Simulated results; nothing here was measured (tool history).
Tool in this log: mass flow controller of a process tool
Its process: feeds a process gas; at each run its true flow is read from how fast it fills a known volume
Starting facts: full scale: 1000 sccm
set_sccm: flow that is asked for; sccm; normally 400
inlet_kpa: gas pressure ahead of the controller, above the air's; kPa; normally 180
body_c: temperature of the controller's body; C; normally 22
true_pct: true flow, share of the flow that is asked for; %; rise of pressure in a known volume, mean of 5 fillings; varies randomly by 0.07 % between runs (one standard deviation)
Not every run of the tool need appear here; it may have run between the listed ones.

run 1 day=0 | set_sccm=400 inlet_kpa=180 body_c=22 | true_pct=98.88
run 2 day=13.929 | set_sccm=400 inlet_kpa=180 body_c=22 | true_pct=98.65
run 3 day=25.421 | set_sccm=400 inlet_kpa=180 body_c=22 | true_pct=98.61
run 4 day=31.821 | set_sccm=400 inlet_kpa=180 body_c=22 | true_pct=98.65
run 5 day=38.212 | set_sccm=400 inlet_kpa=180 body_c=22 | true_pct=98.54
run 6 day=49.167 | set_sccm=400 inlet_kpa=180 body_c=22 | true_pct=98.38
run 7 day=58.308 | set_sccm=400 inlet_kpa=180 body_c=22 | true_pct=98.29
run 8 day=70.879 | set_sccm=478 inlet_kpa=180 body_c=22 | true_pct=98.37
run 9 day=80.525 | set_sccm=478 inlet_kpa=180 body_c=22 | true_pct=98.14
run 10 day=88.304 | set_sccm=478 inlet_kpa=180 body_c=22 | true_pct=98.15
run 11 day=104.142 | set_sccm=400 inlet_kpa=180 body_c=22 | true_pct=97.83
run 12 day=111.283 | set_sccm=400 inlet_kpa=180 body_c=22 | true_pct=97.83
run 13 day=126.188 | set_sccm=400 inlet_kpa=180 body_c=39 | true_pct=98.03
run 14 day=138.638 | set_sccm=400 inlet_kpa=180 body_c=39 | true_pct=97.93
run 15 day=148.354 | set_sccm=529 inlet_kpa=180 body_c=22 | true_pct=97.66
run 16 day=162.229 | set_sccm=529 inlet_kpa=180 body_c=22 | true_pct=97.44
run 17 day=175.504 | set_sccm=400 inlet_kpa=180 body_c=33 | true_pct=97.39
run 18 day=189.488 | set_sccm=400 inlet_kpa=180 body_c=33 | true_pct=97.33
run 19 day=198.921 | set_sccm=400 inlet_kpa=180 body_c=33 | true_pct=97.35
run 20 day=213.746 | set_sccm=400 inlet_kpa=180 body_c=25 | true_pct=96.99
run 21 day=226.625 | set_sccm=289 inlet_kpa=246 body_c=36 | true_pct=96.55
run 22 day=239.333 | set_sccm=289 inlet_kpa=246 body_c=36 | true_pct=96.52
run 23 day=251.567 | set_sccm=289 inlet_kpa=246 body_c=36 | true_pct=96.42
run 24 day=266.517 | set_sccm=235 inlet_kpa=197 body_c=21 | true_pct=96
run 25 day=275.333 | set_sccm=235 inlet_kpa=197 body_c=21 | true_pct=95.92
run 26 day=291.112 | set_sccm=285 inlet_kpa=224 body_c=22 | true_pct=95.78
run 27 day=301.5 | set_sccm=285 inlet_kpa=224 body_c=22 | true_pct=95.78
run 28 day=315.775 | set_sccm=586 inlet_kpa=176 body_c=30 | true_pct=99.32
run 29 day=325.754 | set_sccm=499 inlet_kpa=167 body_c=30 | true_pct=99.15
run 30 day=335.742 | set_sccm=499 inlet_kpa=167 body_c=30 | true_pct=98.87
run 31 day=343.562 | set_sccm=499 inlet_kpa=167 body_c=30 | true_pct=99.02
run 32 day=350.142 | set_sccm=752 inlet_kpa=148 body_c=24 | true_pct=99.26
run 33 day=360.788 | set_sccm=752 inlet_kpa=260 body_c=24 | true_pct=98.86
run 34 day=372.508 | set_sccm=752 inlet_kpa=260 body_c=24 | true_pct=98.79
run 35 day=383.192 | set_sccm=752 inlet_kpa=260 body_c=24 | true_pct=98.55
run 36 day=394.025 | set_sccm=120 inlet_kpa=208 body_c=24 | true_pct=97.46
run 37 day=401.375 | set_sccm=363 inlet_kpa=195 body_c=20 | true_pct=97.83
run 38 day=413.354 | set_sccm=363 inlet_kpa=195 body_c=20 | true_pct=97.68
run 39 day=423.117 | set_sccm=943 inlet_kpa=223 body_c=21 | true_pct=98.71

The log once held 2 entries between its listed runs, left out of this copy. Where does each go, and what is different about the tool's unlogged condition between the listed run before it and the listed run after it?
Logged between run 12 and run 13: controller's zero set anew (day 116.996)
  flow at rest that the sensor doesn't see, % of full scale: -0.005 -> 0; drift of the gauge itself on true_pct, %: -1.04 -> -1.18
  the result without the hidden state subtracted from the measured one, true_pct: -1.03 -> -1.15 %
Logged between run 27 and run 28: gauge calibrated (day 307.621)
  true flow over the shown one, %: 0.01 -> 0.02; drift of the gauge itself on true_pct, %: -2.81 -> -0.08
  the result without the hidden state subtracted from the measured one, true_pct: -2.76 -> -0.06 %

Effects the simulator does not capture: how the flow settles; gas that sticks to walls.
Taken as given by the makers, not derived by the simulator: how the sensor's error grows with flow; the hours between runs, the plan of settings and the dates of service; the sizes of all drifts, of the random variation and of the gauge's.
